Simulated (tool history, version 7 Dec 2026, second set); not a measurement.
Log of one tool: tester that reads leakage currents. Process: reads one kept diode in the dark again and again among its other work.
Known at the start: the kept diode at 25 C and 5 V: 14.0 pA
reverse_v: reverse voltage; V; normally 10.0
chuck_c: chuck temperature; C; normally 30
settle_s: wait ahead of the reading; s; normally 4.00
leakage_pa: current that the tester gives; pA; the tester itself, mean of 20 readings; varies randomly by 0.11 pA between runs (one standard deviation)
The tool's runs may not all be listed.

run,hour,reverse_v,chuck_c,settle_s,leakage_pa
1,0.0,10.0,30,4.00,45.73
2,58.4,10.0,30,4.00,45.94
3,116.2,10.0,30,4.00,45.77
4,154.1,10.0,30,1.56,46.85
# hour 171.9: chuck's temperature calibrated
5,210.8,10.0,31,4.00,46.72
6,274.3,10.0,30,0.64,46.68
7,326.6,10.0,30,0.64,46.82
8,362.7,10.0,30,0.64,46.87
# hour 382.6: chuck's temperature calibrated, once more
9,393.7,10.0,30,4.00,50.31
10,452.6,10.0,30,4.00,50.86
11,502.1,10.0,30,4.00,50.55
12,553.0,10.0,29,4.00,48.24
13,614.1,10.0,29,4.00,48.47
# hour 651.0: probe card cleaned and baked
14,670.6,10.0,29,4.00,29.97
15,702.1,10.0,26,4.00,23.48
16,758.2,10.0,26,4.00,23.60
17,819.2,4.2,30,4.00,19.41
18,876.8,10.0,30,0.38,37.70
19,921.7,10.0,30,0.38,37.70
20,963.3,10.0,30,0.38,37.92
21,994.5,2.5,31,0.60,16.16
22,1041.0,1.5,27,8.25,8.11
23,1072.3,4.3,35,2.23,29.75
24,1103.9,10.0,30,1.03,34.76
25,1147.8,9.9,56,3.85,234.55
26,1178.0,1.0,33,1.48,10.37
27,1240.6,1.0,33,1.48,10.38
28,1291.3,1.0,33,1.48,10.46
29,1353.9,12.1,24,1.87,25.47
30,1415.5,10.2,31,0.83,39.36
31,1455.3,6.9,43,2.70,72.57
32,1489.2,9.9,30,5.50,34.08
33,1533.6,9.9,52,0.94,176.39
34,1581.8,8.5,29,1.52,29.72
35,1622.9,3.6,24,3.28,11.39
36,1663.5,5.6,36,1.84,38.09
37,1712.9,10.0,41,4.00,79.05
38,1753.1,10.0,49,0.58,143.62
39,1807.5,10.0,28,3.59,30.75
40,1843.3,10.0,48,3.59,131.23

Branching from run 40: 4 alternative next runs. What would each branch give?
A,1887.4,10.0,48,0.80,?
B,1887.4,2.8,30,4.00,?
C,1887.4,2.3,24,3.59,?
D,1887.4,1.1,48,3.59,?

run,leakage_pa
A,133.18
B,15.42
C,8.71
D,34.08
Stripped of hidden state, with their random variation kept, the same runs would have yielded:
run,leakage_pa
A,138.86
B,15.33
C,8.27
D,36.40
